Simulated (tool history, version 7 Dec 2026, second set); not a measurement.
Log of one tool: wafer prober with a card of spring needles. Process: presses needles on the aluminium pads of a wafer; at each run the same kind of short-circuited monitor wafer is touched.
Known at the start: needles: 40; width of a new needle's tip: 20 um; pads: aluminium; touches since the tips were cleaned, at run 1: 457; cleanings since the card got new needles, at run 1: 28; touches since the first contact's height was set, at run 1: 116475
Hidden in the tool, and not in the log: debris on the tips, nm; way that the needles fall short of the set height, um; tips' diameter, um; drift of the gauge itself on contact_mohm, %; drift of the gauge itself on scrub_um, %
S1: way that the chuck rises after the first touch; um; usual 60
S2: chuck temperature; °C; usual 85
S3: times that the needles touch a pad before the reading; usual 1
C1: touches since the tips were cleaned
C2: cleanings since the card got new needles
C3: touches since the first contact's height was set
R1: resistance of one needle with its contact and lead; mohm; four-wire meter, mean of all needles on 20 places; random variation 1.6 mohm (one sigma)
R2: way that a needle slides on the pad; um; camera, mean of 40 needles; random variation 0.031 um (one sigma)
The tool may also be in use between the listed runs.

run 1 hour=0 | S1=60 S2=85 S3=1 | C1=457 C2=28 C3=116475 | R1=194 R2=11.07
run 2 hour=6.8 | S1=60 S2=85 S3=1 | C1=2534 C2=28 C3=118552 | R1=280 R2=11.05
-- hour=10.8 tips cleaned on abrasive film
run 3 hour=14.1 | S1=60 S2=85 S3=1 | C1=1033 C2=29 C3=120759 | R1=224 R2=11.11
run 4 hour=22.6 | S1=60 S2=85 S3=1 | C1=3599 C2=29 C3=123325 | R1=322 R2=11.1
-- hour=23.4 tips cleaned on abrasive film
run 5 hour=31.3 | S1=60 S2=85 S3=1 | C1=2410 C2=30 C3=125968 | R1=284 R2=11.03
-- hour=36 tips cleaned on abrasive film
run 6 hour=41.9 | S1=60 S2=85 S3=1 | C1=1814 C2=31 C3=129177 | R1=255 R2=11.04
-- hour=48.7 tips cleaned on abrasive film
run 7 hour=49.7 | S1=60 S2=85 S3=1 | C1=306 C2=32 C3=131514 | R1=183 R2=11.06
-- hour=60.9 tips cleaned on abrasive film
run 8 hour=62.5 | S1=60 S2=85 S3=1 | C1=468 C2=33 C3=135384 | R1=195 R2=10.96
-- hour=73.5 tips cleaned on abrasive film
run 9 hour=73.5 | S1=60 S2=85 S3=1 | C1=0 C2=34 C3=138715 | R1=174 R2=10.99
run 10 hour=79.4 | S1=60 S2=85 S3=1 | C1=1803 C2=34 C3=140518 | R1=271 R2=10.99
-- hour=85.5 tips cleaned on abrasive film
run 11 hour=87.6 | S1=60 S2=85 S3=1 | C1=640 C2=35 C3=142996 | R1=205 R2=10.99
run 12 hour=94.6 | S1=60 S2=85 S3=1 | C1=2764 C2=35 C3=145120 | R1=296 R2=11.01
-- hour=97.6 tips cleaned on abrasive film
run 13 hour=106.9 | S1=60 S2=85 S3=1 | C1=2839 C2=36 C3=148833 | R1=292 R2=10.96
-- hour=110 tips cleaned on abrasive film
run 14 hour=116.1 | S1=60 S2=85 S3=1 | C1=1851 C2=37 C3=151610 | R1=263 R2=10.93
-- hour=122.9 tips cleaned on abrasive film
run 15 hour=123.1 | S1=60 S2=85 S3=1 | C1=51 C2=38 C3=153710 | R1=167 R2=10.96
-- hour=135.4 tips cleaned on abrasive film
run 16 hour=135.5 | S1=60 S2=85 S3=1 | C1=32 C2=39 C3=157462 | R1=167 R2=10.86
run 17 hour=143.4 | S1=60 S2=85 S3=1 | C1=2449 C2=39 C3=159879 | R1=278 R2=10.95
-- hour=147.5 tips cleaned on abrasive film
run 18 hour=155 | S1=60 S2=31 S3=1 | C1=2281 C2=40 C3=163398 | R1=282 R2=10.83
-- hour=160.5 tips cleaned on abrasive film
run 19 hour=160.8 | S1=60 S2=67 S3=1 | C1=107 C2=41 C3=165138 | R1=178 R2=10.89
run 20 hour=168.6 | S1=60 S2=67 S3=1 | C1=2491 C2=41 C3=167522 | R1=298 R2=10.86
-- hour=172.7 tips cleaned on abrasive film
run 21 hour=174.7 | S1=60 S2=85 S3=1 | C1=615 C2=42 C3=169340 | R1=208 R2=10.86
-- hour=184.9 tips cleaned on abrasive film
run 22 hour=185.9 | S1=60 S2=85 S3=1 | C1=324 C2=43 C3=172742 | R1=178 R2=10.88
run 23 hour=192.6 | S1=58 S2=33 S3=1 | C1=2357 C2=43 C3=174775 | R1=279 R2=10.5
-- hour=197.2 tips cleaned on abrasive film
run 24 hour=199.9 | S1=52 S2=85 S3=2 | C1=823 C2=44 C3=176967 | R1=203 R2=9.28
-- hour=209.9 tips cleaned on abrasive film
run 25 hour=211.1 | S1=44 S2=85 S3=3 | C1=357 C2=45 C3=180360 | R1=186 R2=7.77
-- hour=222.1 tips cleaned on abrasive film
run 26 hour=222.7 | S1=63 S2=58 S3=3 | C1=181 C2=46 C3=183863 | R1=159 R2=11.41
-- hour=231.6 height of the first contact set anew
-- hour=234.9 tips cleaned on abrasive film
run 27 hour=234.9 | S1=76 S2=32 S3=1 | C1=0 C2=47 C3=981 | R1=157 R2=14.53
run 28 hour=243.4 | S1=60 S2=51 S3=1 | C1=2590 C2=47 C3=3571 | R1=284 R2=11.5
-- hour=247 tips cleaned on abrasive film
run 29 hour=253.3 | S1=60 S2=51 S3=1 | C1=1911 C2=48 C3=6549 | R1=265 R2=11.43
-- hour=259.2 tips cleaned on abrasive film
run 30 hour=262.9 | S1=60 S2=51 S3=1 | C1=1102 C2=49 C3=9439 | R1=215 R2=11.48
run 31 hour=270 | S1=60 S2=51 S3=1 | C1=3285 C2=49 C3=11622 | R1=306 R2=11.45
-- hour=272.1 tips cleaned on abrasive film
run 32 hour=280.5 | S1=60 S2=51 S3=1 | C1=2559 C2=50 C3=14783 | R1=285 R2=11.42
-- hour=284.7 tips cleaned on abrasive film
run 33 hour=289.9 | S1=45 S2=33 S3=3 | C1=1572 C2=51 C3=17620 | R1=211 R2=8.53
-- hour=297.2 tips cleaned on abrasive film
run 34 hour=301.1 | S1=44 S2=86 S3=1 | C1=1197 C2=52 C3=21023 | R1=293 R2=8.29

Forecast each of these 3 alternatives for the next run:
-- hour=310.2 tips cleaned on abrasive film
run A hour=313.1 | S1=69 S2=114 S3=1 | C1=862 C2=53 C3=24637 | R1=? R2=?
-- hour=310.2 tips cleaned on abrasive film
run B hour=313.1 | S1=60 S2=94 S3=3 | C1=862 C2=53 C3=24637 | R1=? R2=?
-- hour=310.2 tips cleaned on abrasive film
run C hour=313.1 | S1=78 S2=85 S3=1 | C1=862 C2=53 C3=24637 | R1=? R2=?

run=A R1=204 R2=13.05
run=B R1=180 R2=11.33
run=C R1=189 R2=14.81
Without the tool's hidden state the same runs would have given:
run=A R1=158 R2=13.15
run=B R1=157 R2=11.42
run=C R1=150 R2=14.9

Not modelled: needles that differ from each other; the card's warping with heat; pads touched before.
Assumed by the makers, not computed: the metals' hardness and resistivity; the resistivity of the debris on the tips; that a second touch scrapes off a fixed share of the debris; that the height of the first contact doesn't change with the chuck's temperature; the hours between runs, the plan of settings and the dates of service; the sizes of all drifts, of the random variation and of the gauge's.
